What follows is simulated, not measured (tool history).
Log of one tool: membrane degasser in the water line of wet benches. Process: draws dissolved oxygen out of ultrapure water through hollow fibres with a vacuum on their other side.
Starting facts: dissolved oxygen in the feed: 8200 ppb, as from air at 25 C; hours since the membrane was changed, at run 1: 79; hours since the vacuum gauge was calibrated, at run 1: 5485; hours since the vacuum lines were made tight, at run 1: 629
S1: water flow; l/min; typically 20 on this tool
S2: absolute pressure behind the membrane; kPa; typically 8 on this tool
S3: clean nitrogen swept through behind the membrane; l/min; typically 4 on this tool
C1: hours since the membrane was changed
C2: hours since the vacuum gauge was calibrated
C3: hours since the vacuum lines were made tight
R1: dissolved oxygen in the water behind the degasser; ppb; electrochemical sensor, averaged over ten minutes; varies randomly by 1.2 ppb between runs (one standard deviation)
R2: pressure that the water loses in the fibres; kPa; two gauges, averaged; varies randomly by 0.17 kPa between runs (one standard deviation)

run,hour,S1,S2,S3,C1,C2,C3,R1,R2
1,0,20,8,4,79,5485,629,117.5,27.69
2,124.9,20,8,4,204,5610,754,114.7,27.34
3,246.8,20,8,4,326,5732,876,116.1,27.8
4,363.9,20,8,4,443,5849,993,118,27.67
5,463,20,8,4,542,5948,1092,115.8,27.66
6,533.9,20,8,4,613,6019,1163,118.8,27.58
7,672.5,20,8,4,751,6157,1302,118.5,27.49
8,748.2,20,8,4,827,6233,1377,116.4,27.62
9,894.8,20,8,4,974,6380,1524,119.3,27.61
10,968.4,20,8,4,1047,6453,1598,116.1,27.66
11,1116.5,20,8,4,1195,6601,1746,118.5,27.76
12,1236.8,20,8,4,1316,6722,1866,116.2,27.38
# hour 1251.7: vacuum gauge calibrated
13,1317.3,20,8,4,1396,66,1946,119,27.5
14,1443.7,20,8,4.74,1522,192,2072,109.9,27.68
15,1566,20,8,4.74,1644,314,2195,109.8,27.4
16,1658.1,20,8,3.3,1737,406,2287,132.4,27.72
17,1751.5,21,8,1.66,1830,500,2380,211,29.24
18,1876,16,18.39,4,1954,624,2505,184.1,21.95
# hour 1930.8: vacuum gauge calibrated, once more
19,1988.5,16,18.39,4,2066,58,2617,181.7,22.3
20,2054.2,16,18.39,4,2132,123,2682,177.8,22.24
21,2126.8,16,6.16,1.84,2205,196,2755,92.1,22.19
22,2215.9,16,16.75,2.43,2294,285,2844,240,21.88
23,2333,25,8.73,5.5,2411,402,2961,160.2,34.56
24,2482.2,25,8.73,5.5,2560,551,3110,158.5,34.63
25,2574.5,20,8,11.31,2652,644,3203,79.6,28.06
26,2698.9,20,8,11.31,2777,768,3327,82.5,28.01
27,2794,20,13.65,2.58,2872,863,3422,251,27.72

Run 28 has not been measured yet. What should we expect?
28,2858.5,20,13.65,2.58,2936,928,3487,?,?

{"run 28": {"R1": 245.3, "R2": 27.72}}
Take away the tool's hidden state, keep the run-to-run variation as it was, and the same run would have given R1 240 ppb, R2 27.36 kPa.

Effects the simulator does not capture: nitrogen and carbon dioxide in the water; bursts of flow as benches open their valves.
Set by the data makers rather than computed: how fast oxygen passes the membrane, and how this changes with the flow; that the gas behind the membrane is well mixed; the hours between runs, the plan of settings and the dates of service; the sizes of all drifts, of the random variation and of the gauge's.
